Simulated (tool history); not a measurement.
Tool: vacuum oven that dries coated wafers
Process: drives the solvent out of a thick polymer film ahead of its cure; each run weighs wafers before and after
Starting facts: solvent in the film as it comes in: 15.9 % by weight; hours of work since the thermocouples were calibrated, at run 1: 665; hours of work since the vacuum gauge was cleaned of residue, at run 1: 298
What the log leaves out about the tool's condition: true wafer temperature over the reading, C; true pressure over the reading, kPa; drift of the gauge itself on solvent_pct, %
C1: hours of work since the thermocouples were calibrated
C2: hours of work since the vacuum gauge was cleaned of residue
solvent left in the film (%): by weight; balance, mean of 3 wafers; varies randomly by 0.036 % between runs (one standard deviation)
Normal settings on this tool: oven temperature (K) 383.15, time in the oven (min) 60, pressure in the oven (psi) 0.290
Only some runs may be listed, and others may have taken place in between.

{"run": 1, "day": 0.0, "oven temperature (K)": 383.15, "time in the oven (min)": 60, "pressure in the oven (psi)": 0.29, "C1": 665, "C2": 298, "solvent left in the film (%)": 2.7}
{"run": 2, "day": 1.383, "oven temperature (K)": 383.15, "time in the oven (min)": 60, "pressure in the oven (psi)": 0.29, "C1": 685, "C2": 317, "solvent left in the film (%)": 2.67}
{"run": 3, "day": 2.717, "oven temperature (K)": 383.15, "time in the oven (min)": 60, "pressure in the oven (psi)": 0.29, "C1": 704, "C2": 336, "solvent left in the film (%)": 2.74}
{"run": 4, "day": 4.792, "oven temperature (K)": 387.15, "time in the oven (min)": 60, "pressure in the oven (psi)": 0.29, "C1": 733, "C2": 365, "solvent left in the film (%)": 1.92}
{"run": 5, "day": 6.004, "oven temperature (K)": 383.15, "time in the oven (min)": 60, "pressure in the oven (psi)": 0.611, "C1": 750, "C2": 382, "solvent left in the film (%)": 4.09}
{"run": 6, "day": 6.996, "oven temperature (K)": 383.15, "time in the oven (min)": 104, "pressure in the oven (psi)": 0.29, "C1": 764, "C2": 396, "solvent left in the film (%)": 1.66}
{"run": 7, "day": 8.062, "oven temperature (K)": 383.15, "time in the oven (min)": 60, "pressure in the oven (psi)": 0.29, "C1": 779, "C2": 411, "solvent left in the film (%)": 2.69}
{"run": 8, "day": 9.371, "oven temperature (K)": 383.15, "time in the oven (min)": 60, "pressure in the oven (psi)": 0.524, "C1": 797, "C2": 429, "solvent left in the film (%)": 3.73}
{"run": 9, "day": 10.333, "oven temperature (K)": 383.15, "time in the oven (min)": 60, "pressure in the oven (psi)": 0.524, "C1": 810, "C2": 443, "solvent left in the film (%)": 3.67}
{"run": 10, "day": 11.754, "oven temperature (K)": 383.15, "time in the oven (min)": 38, "pressure in the oven (psi)": 0.29, "C1": 830, "C2": 463, "solvent left in the film (%)": 4.28}
{"run": 11, "day": 12.967, "oven temperature (K)": 383.15, "time in the oven (min)": 38, "pressure in the oven (psi)": 0.29, "C1": 847, "C2": 480, "solvent left in the film (%)": 4.34}
{"run": 12, "day": 14.142, "oven temperature (K)": 383.15, "time in the oven (min)": 38, "pressure in the oven (psi)": 0.29, "C1": 864, "C2": 496, "solvent left in the film (%)": 4.27}
{"run": 13, "day": 15.771, "oven temperature (K)": 383.15, "time in the oven (min)": 38, "pressure in the oven (psi)": 0.29, "C1": 887, "C2": 519, "solvent left in the film (%)": 4.34}
{"run": 14, "day": 17.071, "oven temperature (K)": 383.15, "time in the oven (min)": 38, "pressure in the oven (psi)": 0.29, "C1": 905, "C2": 537, "solvent left in the film (%)": 4.35}
{"run": 15, "day": 18.912, "oven temperature (K)": 383.15, "time in the oven (min)": 38, "pressure in the oven (psi)": 0.29, "C1": 931, "C2": 563, "solvent left in the film (%)": 4.25}
{"run": 16, "day": 19.812, "oven temperature (K)": 383.15, "time in the oven (min)": 38, "pressure in the oven (psi)": 0.29, "C1": 944, "C2": 576, "solvent left in the film (%)": 4.34}
{"run": 17, "day": 20.988, "oven temperature (K)": 383.15, "time in the oven (min)": 38, "pressure in the oven (psi)": 0.29, "C1": 960, "C2": 592, "solvent left in the film (%)": 4.28}
{"run": 18, "day": 22.204, "oven temperature (K)": 383.15, "time in the oven (min)": 60, "pressure in the oven (psi)": 0.29, "C1": 977, "C2": 609, "solvent left in the film (%)": 2.72}
{"run": 19, "day": 24.208, "oven temperature (K)": 383.15, "time in the oven (min)": 60, "pressure in the oven (psi)": 0.29, "C1": 1005, "C2": 637, "solvent left in the film (%)": 2.66}
{"run": 20, "day": 26.096, "oven temperature (K)": 383.15, "time in the oven (min)": 60, "pressure in the oven (psi)": 0.29, "C1": 1032, "C2": 664, "solvent left in the film (%)": 2.68}
{"run": 21, "day": 27.246, "oven temperature (K)": 383.15, "time in the oven (min)": 53, "pressure in the oven (psi)": 0.537, "C1": 1048, "C2": 680, "solvent left in the film (%)": 4.06}
{"run": 22, "day": 28.767, "oven temperature (K)": 383.15, "time in the oven (min)": 53, "pressure in the oven (psi)": 0.537, "C1": 1069, "C2": 701, "solvent left in the film (%)": 4.12}
{"run": 23, "day": 30.175, "oven temperature (K)": 393.15, "time in the oven (min)": 85, "pressure in the oven (psi)": 0.511, "C1": 1089, "C2": 721, "solvent left in the film (%)": 1.77}
{"run": 24, "day": 31.925, "oven temperature (K)": 383.15, "time in the oven (min)": 56, "pressure in the oven (psi)": 0.918, "C1": 1114, "C2": 746, "solvent left in the film (%)": 5.59}
{"run": 25, "day": 33.729, "oven temperature (K)": 380.15, "time in the oven (min)": 51, "pressure in the oven (psi)": 0.29, "C1": 1139, "C2": 771, "solvent left in the film (%)": 4.03}
{"run": 26, "day": 34.971, "oven temperature (K)": 368.15, "time in the oven (min)": 60, "pressure in the oven (psi)": 0.277, "C1": 1156, "C2": 789, "solvent left in the film (%)": 7.03}
{"run": 27, "day": 36.321, "oven temperature (K)": 383.15, "time in the oven (min)": 60, "pressure in the oven (psi)": 0.579, "C1": 1175, "C2": 808, "solvent left in the film (%)": 3.91}
{"run": 28, "day": 38.488, "oven temperature (K)": 376.15, "time in the oven (min)": 47, "pressure in the oven (psi)": 0.248, "C1": 1206, "C2": 838, "solvent left in the film (%)": 5.25}
{"run": 29, "day": 39.654, "oven temperature (K)": 376.15, "time in the oven (min)": 47, "pressure in the oven (psi)": 0.248, "C1": 1222, "C2": 854, "solvent left in the film (%)": 5.39}
{"run": 30, "day": 40.629, "oven temperature (K)": 372.15, "time in the oven (min)": 60, "pressure in the oven (psi)": 0.218, "C1": 1236, "C2": 868, "solvent left in the film (%)": 5.49}
{"run": 31, "day": 41.592, "oven temperature (K)": 385.15, "time in the oven (min)": 60, "pressure in the oven (psi)": 0.29, "C1": 1249, "C2": 881, "solvent left in the film (%)": 2.31}
{"run": 32, "day": 43.458, "oven temperature (K)": 381.15, "time in the oven (min)": 33, "pressure in the oven (psi)": 0.431, "C1": 1275, "C2": 908, "solvent left in the film (%)": 6.06}
{"run": 33, "day": 45.521, "oven temperature (K)": 379.15, "time in the oven (min)": 60, "pressure in the oven (psi)": 0.609, "C1": 1304, "C2": 937, "solvent left in the film (%)": 5.14}
{"run": 34, "day": 47.529, "oven temperature (K)": 376.15, "time in the oven (min)": 85, "pressure in the oven (psi)": 0.299, "C1": 1333, "C2": 965, "solvent left in the film (%)": 3.3}
{"run": 35, "day": 49.429, "oven temperature (K)": 376.15, "time in the oven (min)": 38, "pressure in the oven (psi)": 0.335, "C1": 1359, "C2": 991, "solvent left in the film (%)": 6.6}
{"run": 36, "day": 51.092, "oven temperature (K)": 376.15, "time in the oven (min)": 38, "pressure in the oven (psi)": 0.335, "C1": 1383, "C2": 1015, "solvent left in the film (%)": 6.6}
{"run": 37, "day": 53.029, "oven temperature (K)": 383.15, "time in the oven (min)": 60, "pressure in the oven (psi)": 0.579, "C1": 1410, "C2": 1042, "solvent left in the film (%)": 3.89}
{"run": 38, "day": 55.142, "oven temperature (K)": 383.15, "time in the oven (min)": 60, "pressure in the oven (psi)": 0.579, "C1": 1439, "C2": 1072, "solvent left in the film (%)": 3.88}
{"run": 39, "day": 56.312, "oven temperature (K)": 387.15, "time in the oven (min)": 60, "pressure in the oven (psi)": 0.232, "C1": 1456, "C2": 1088, "solvent left in the film (%)": 1.66}

Here are 3 independent what-if runs from the current tool condition. What would each one return?
{"run": "A", "day": 57.679, "oven temperature (K)": 397.15, "time in the oven (min)": 60, "pressure in the oven (psi)": 0.799, "C1": 1475, "C2": 1107, "solvent left in the film (%)": "?"}
{"run": "B", "day": 57.679, "oven temperature (K)": 376.15, "time in the oven (min)": 48, "pressure in the oven (psi)": 0.231, "C1": 1475, "C2": 1107, "solvent left in the film (%)": "?"}
{"run": "C", "day": 57.679, "oven temperature (K)": 387.15, "time in the oven (min)": 60, "pressure in the oven (psi)": 0.189, "C1": 1475, "C2": 1107, "solvent left in the film (%)": "?"}

run=A solvent_left_in_the_film_(%)=2.49
run=B solvent_left_in_the_film_(%)=5.22
run=C solvent_left_in_the_film_(%)=1.50
What these runs would have given with no unlogged condition in the tool:
run=A solvent_left_in_the_film_(%)=2.50
run=B solvent_left_in_the_film_(%)=5.24
run=C solvent_left_in_the_film_(%)=1.51
